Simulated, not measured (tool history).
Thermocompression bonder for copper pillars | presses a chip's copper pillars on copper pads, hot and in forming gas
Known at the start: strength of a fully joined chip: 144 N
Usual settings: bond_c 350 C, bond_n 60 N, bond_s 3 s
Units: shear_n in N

Run 1, hour 0: usual settings. Result: shear_n 92.3 N.
Run 2, hour 6.4: usual settings but bond_s 2 s. Result: shear_n 81.5 N.
Run 3, hour 12.2: usual settings but bond_s 2 s. Result: shear_n 80.9 N.
Run 4, hour 18.8: usual settings but bond_c 345 C. Result: shear_n 89.1 N.
Run 5, hour 31: usual settings. Result: shear_n 91.1 N.
Run 6, hour 44.8: usual settings. Result: shear_n 91.3 N.
Run 7, hour 55: usual settings but bond_s 5 s. Result: shear_n 102.9 N.
Run 8, hour 65.9: usual settings but bond_s 4 s. Result: shear_n 97.6 N.
Run 9, hour 75.6: usual settings. Result: shear_n 90.3 N.
Run 10, hour 82.5: usual settings but bond_c 368 C. Result: shear_n 97.4 N.
At hour 85.7: heater calibrated with a thermocouple chip.
Run 11, hour 91.7: usual settings but bond_c 380 C, bond_n 72 N. Result: shear_n 111.2 N.
At hour 96.3: forming gas filter changed.
Run 12, hour 97.9: usual settings but bond_c 380 C, bond_n 72 N. Result: shear_n 119.1 N.
Run 13, hour 109.9: usual settings but bond_c 380 C, bond_n 72 N. Result: shear_n 119.4 N.
At hour 118.3: heater calibrated with a thermocouple chip, once more.
Run 14, hour 123.2: usual settings but bond_c 380 C, bond_n 72 N. Result: shear_n 120.7 N.
Run 15, hour 132.9: usual settings but bond_c 326 C, bond_n 47 N, bond_s 7 s. Result: shear_n 93.2 N.
Run 16, hour 145: usual settings but bond_c 367 C, bond_n 72 N, bond_s 8 s. Result: shear_n 132.7 N.
Run 17, hour 158.9: usual settings but bond_c 356 C, bond_n 48 N, bond_s 6 s. Result: shear_n 105.6 N.
Run 18, hour 172.7: usual settings but bond_c 377 C, bond_n 83 N. Result: shear_n 125.1 N.

3 ways to go on from here, each from the tool as it stands after run 18. What would each give?
Run A, hour 178.8: usual settings but bond_c 378 C, bond_n 67 N, bond_s 9 s. Result: shear_n ?.
Run B, hour 178.8: usual settings but bond_c 377 C, bond_n 83 N. Result: shear_n ?.
Run C, hour 178.8: usual settings but bond_n 64 N. Result: shear_n ?.

run  shear_n
  A    134.4
  B      124
  C    100.5
Without the tool's hidden state the same runs would have given:
run  shear_n
  A      136
  B      125
  C    100.8
